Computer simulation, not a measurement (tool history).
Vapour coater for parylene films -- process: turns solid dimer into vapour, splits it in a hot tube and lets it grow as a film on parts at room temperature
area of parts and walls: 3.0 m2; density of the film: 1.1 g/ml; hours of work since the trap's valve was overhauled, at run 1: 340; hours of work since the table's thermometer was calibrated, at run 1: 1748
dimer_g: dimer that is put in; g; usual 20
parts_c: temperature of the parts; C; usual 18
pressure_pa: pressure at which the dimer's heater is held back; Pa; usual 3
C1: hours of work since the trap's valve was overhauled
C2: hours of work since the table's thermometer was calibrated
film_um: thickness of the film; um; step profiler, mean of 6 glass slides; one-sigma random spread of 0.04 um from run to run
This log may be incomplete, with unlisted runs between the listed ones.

{"run": 1, "hour": 0.0, "dimer_g": 20, "parts_c": 18, "pressure_pa": 3, "C1": 340, "C2": 1748, "film_um": 3.75}
{"run": 2, "hour": 59.2, "dimer_g": 20, "parts_c": 19, "pressure_pa": 3, "C1": 390, "C2": 1798, "film_um": 3.65}
{"run": 3, "hour": 107.0, "dimer_g": 20, "parts_c": 19, "pressure_pa": 3, "C1": 430, "C2": 1838, "film_um": 3.62}
{"run": 4, "hour": 167.8, "dimer_g": 20, "parts_c": 19, "pressure_pa": 3, "C1": 481, "C2": 1889, "film_um": 3.58}
{"hour": 200.5, "done": "table's thermometer calibrated"}
{"hour": 207.2, "done": "trap's valve overhauled"}
{"run": 5, "hour": 207.2, "dimer_g": 20, "parts_c": 19, "pressure_pa": 3, "C1": 0, "C2": 2, "film_um": 4.14}
{"run": 6, "hour": 239.8, "dimer_g": 20, "parts_c": 18, "pressure_pa": 3, "C1": 27, "C2": 30, "film_um": 4.3}
{"run": 7, "hour": 270.5, "dimer_g": 20, "parts_c": 18, "pressure_pa": 3, "C1": 53, "C2": 55, "film_um": 4.22}
{"run": 8, "hour": 314.3, "dimer_g": 20, "parts_c": 18, "pressure_pa": 3, "C1": 90, "C2": 92, "film_um": 4.2}
{"run": 9, "hour": 357.5, "dimer_g": 20, "parts_c": 18, "pressure_pa": 3, "C1": 126, "C2": 128, "film_um": 4.12}
{"run": 10, "hour": 408.6, "dimer_g": 20, "parts_c": 18, "pressure_pa": 3, "C1": 169, "C2": 171, "film_um": 4.12}
{"run": 11, "hour": 449.7, "dimer_g": 20, "parts_c": 18, "pressure_pa": 3, "C1": 203, "C2": 205, "film_um": 4.1}
{"run": 12, "hour": 482.0, "dimer_g": 20, "parts_c": 18, "pressure_pa": 3, "C1": 230, "C2": 232, "film_um": 4.01}
{"run": 13, "hour": 523.6, "dimer_g": 20, "parts_c": 18, "pressure_pa": 3, "C1": 265, "C2": 267, "film_um": 3.98}
{"run": 14, "hour": 550.7, "dimer_g": 20, "parts_c": 18, "pressure_pa": 3, "C1": 288, "C2": 290, "film_um": 3.94}
{"run": 15, "hour": 605.2, "dimer_g": 9, "parts_c": 22, "pressure_pa": 3.02, "C1": 333, "C2": 336, "film_um": 1.64}
{"run": 16, "hour": 641.9, "dimer_g": 12, "parts_c": 18, "pressure_pa": 5.05, "C1": 364, "C2": 366, "film_um": 2.21}
{"run": 17, "hour": 668.1, "dimer_g": 15, "parts_c": 18, "pressure_pa": 2.09, "C1": 386, "C2": 388, "film_um": 3.01}
{"run": 18, "hour": 726.9, "dimer_g": 15, "parts_c": 10, "pressure_pa": 2.09, "C1": 435, "C2": 438, "film_um": 3.52}
{"run": 19, "hour": 786.1, "dimer_g": 15, "parts_c": 10, "pressure_pa": 2.09, "C1": 485, "C2": 487, "film_um": 3.49}
{"hour": 820.3, "done": "trap's valve overhauled"}
{"run": 20, "hour": 843.4, "dimer_g": 15, "parts_c": 10, "pressure_pa": 2.09, "C1": 19, "C2": 532, "film_um": 3.89}
{"run": 21, "hour": 895.1, "dimer_g": 11, "parts_c": 28, "pressure_pa": 5.58, "C1": 63, "C2": 575, "film_um": 1.73}
{"run": 22, "hour": 954.5, "dimer_g": 19, "parts_c": 11, "pressure_pa": 3.6, "C1": 112, "C2": 625, "film_um": 4.47}
{"run": 23, "hour": 1009.0, "dimer_g": 19, "parts_c": 11, "pressure_pa": 3.6, "C1": 158, "C2": 670, "film_um": 4.41}
{"run": 24, "hour": 1046.2, "dimer_g": 32, "parts_c": 18, "pressure_pa": 8.27, "C1": 189, "C2": 702, "film_um": 5.84}
{"run": 25, "hour": 1097.5, "dimer_g": 33, "parts_c": 26, "pressure_pa": 3.59, "C1": 232, "C2": 745, "film_um": 5.46}
{"run": 26, "hour": 1138.6, "dimer_g": 10, "parts_c": 11, "pressure_pa": 3, "C1": 267, "C2": 779, "film_um": 2.28}
{"run": 27, "hour": 1190.8, "dimer_g": 25, "parts_c": 18, "pressure_pa": 5.78, "C1": 310, "C2": 823, "film_um": 4.63}

Alternative continuations, all from the tool just after run 27; predict every row:
{"run": "A", "hour": 1223.5, "dimer_g": 14, "parts_c": 12, "pressure_pa": 9.9, "C1": 338, "C2": 850, "film_um": "?"}
{"run": "B", "hour": 1223.5, "dimer_g": 17, "parts_c": 18, "pressure_pa": 5.34, "C1": 338, "C2": 850, "film_um": "?"}
{"run": "C", "hour": 1223.5, "dimer_g": 13, "parts_c": 26, "pressure_pa": 5.52, "C1": 338, "C2": 850, "film_um": "?"}
{"run": "D", "hour": 1223.5, "dimer_g": 24, "parts_c": 18, "pressure_pa": 3, "C1": 338, "C2": 850, "film_um": "?"}
{"run": "E", "hour": 1223.5, "dimer_g": 17, "parts_c": 17, "pressure_pa": 2.62, "C1": 338, "C2": 850, "film_um": "?"}

run=A film_um=2.75
run=B film_um=3.07
run=C film_um=1.98
run=D film_um=4.65
run=E film_um=3.41
Without the tool's hidden state the same runs would have given:
run=A film_um=3.03
run=B film_um=3.38
run=C film_um=2.19
run=D film_um=5.13
run=E film_um=3.76
